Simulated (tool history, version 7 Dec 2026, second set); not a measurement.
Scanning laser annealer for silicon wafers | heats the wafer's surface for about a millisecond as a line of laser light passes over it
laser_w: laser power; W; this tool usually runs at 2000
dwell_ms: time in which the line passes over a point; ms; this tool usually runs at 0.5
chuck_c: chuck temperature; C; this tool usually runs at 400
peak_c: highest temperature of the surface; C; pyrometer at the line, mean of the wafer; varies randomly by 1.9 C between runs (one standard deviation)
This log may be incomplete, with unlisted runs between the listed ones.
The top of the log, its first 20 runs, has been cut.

Run 21, hour 469.8: usual settings but laser_w 1783 W, dwell_ms 0.492 ms. Result: peak_c 1031 C.
Run 22, hour 495.1: usual settings but laser_w 1783 W, dwell_ms 0.492 ms. Result: peak_c 1029 C.
Run 23, hour 524.2: usual settings but laser_w 1783 W, dwell_ms 0.492 ms. Result: peak_c 1025 C.
Run 24, hour 549: usual settings but laser_w 1783 W, dwell_ms 0.492 ms. Result: peak_c 1030 C.
Run 25, hour 578.3: usual settings but laser_w 2079 W, dwell_ms 0.486 ms, chuck_c 417 C. Result: peak_c 1162 C.
Run 26, hour 593.6: usual settings but laser_w 2074 W, dwell_ms 0.397 ms. Result: peak_c 1082 C.
At hour 618.9: window over the wafer cleaned.
Run 27, hour 618.9: usual settings but laser_w 2074 W, dwell_ms 0.586 ms. Result: peak_c 1250 C.
Run 28, hour 648.9: usual settings but laser_w 2074 W, dwell_ms 0.522 ms, chuck_c 405 C. Result: peak_c 1209 C.
Run 29, hour 663: usual settings but laser_w 1883 W, chuck_c 362 C. Result: peak_c 1067 C.
Run 30, hour 689.4: usual settings but laser_w 1737 W, chuck_c 405 C. Result: peak_c 1043 C.
Run 31, hour 721.2: usual settings but laser_w 1809 W, dwell_ms 0.53 ms, chuck_c 399 C. Result: peak_c 1084 C.
Run 32, hour 746: usual settings but laser_w 1809 W, dwell_ms 0.53 ms, chuck_c 399 C. Result: peak_c 1083 C.
Run 33, hour 773.5: usual settings but laser_w 1995 W, dwell_ms 0.512 ms, chuck_c 385 C. Result: peak_c 1142 C.
Run 34, hour 801: usual settings but laser_w 1934 W, chuck_c 376 C. Result: peak_c 1097 C.
Run 35, hour 820.5: usual settings but laser_w 1930 W, dwell_ms 0.438 ms. Result: peak_c 1076 C.
Run 36, hour 851.3: usual settings but chuck_c 401 C. Result: peak_c 1151 C.
Run 37, hour 882.6: usual settings but dwell_ms 0.433 ms, chuck_c 375 C. Result: peak_c 1074 C.
Run 38, hour 914.1: usual settings but laser_w 1915 W, dwell_ms 0.539 ms, chuck_c 375 C. Result: peak_c 1109 C.
Run 39, hour 942.9: usual settings but laser_w 1910 W, dwell_ms 0.406 ms, chuck_c 422 C. Result: peak_c 1064 C.
Run 40, hour 963.9: usual settings but laser_w 1910 W, dwell_ms 0.406 ms, chuck_c 371 C. Result: peak_c 1015 C.

Predict each of these 4 candidate next runs independently; none follows another, all start after run 40:
Run A, hour 988.8: usual settings but laser_w 1714 W, dwell_ms 0.406 ms, chuck_c 371 C. Result: peak_c ?.
Run B, hour 988.8: usual settings but dwell_ms 0.619 ms. Result: peak_c ?.
Run C, hour 988.8: usual settings but laser_w 1959 W, dwell_ms 0.594 ms, chuck_c 371 C. Result: peak_c ?.
Run D, hour 988.8: usual settings but chuck_c 394 C. Result: peak_c ?.

run  peak_c
  A     933
  B    1216
  C    1151
  D    1139
Had the tool no hidden state, the same runs would have come out as:
run  peak_c
  A     956
  B    1248
  C    1182
  D    1168

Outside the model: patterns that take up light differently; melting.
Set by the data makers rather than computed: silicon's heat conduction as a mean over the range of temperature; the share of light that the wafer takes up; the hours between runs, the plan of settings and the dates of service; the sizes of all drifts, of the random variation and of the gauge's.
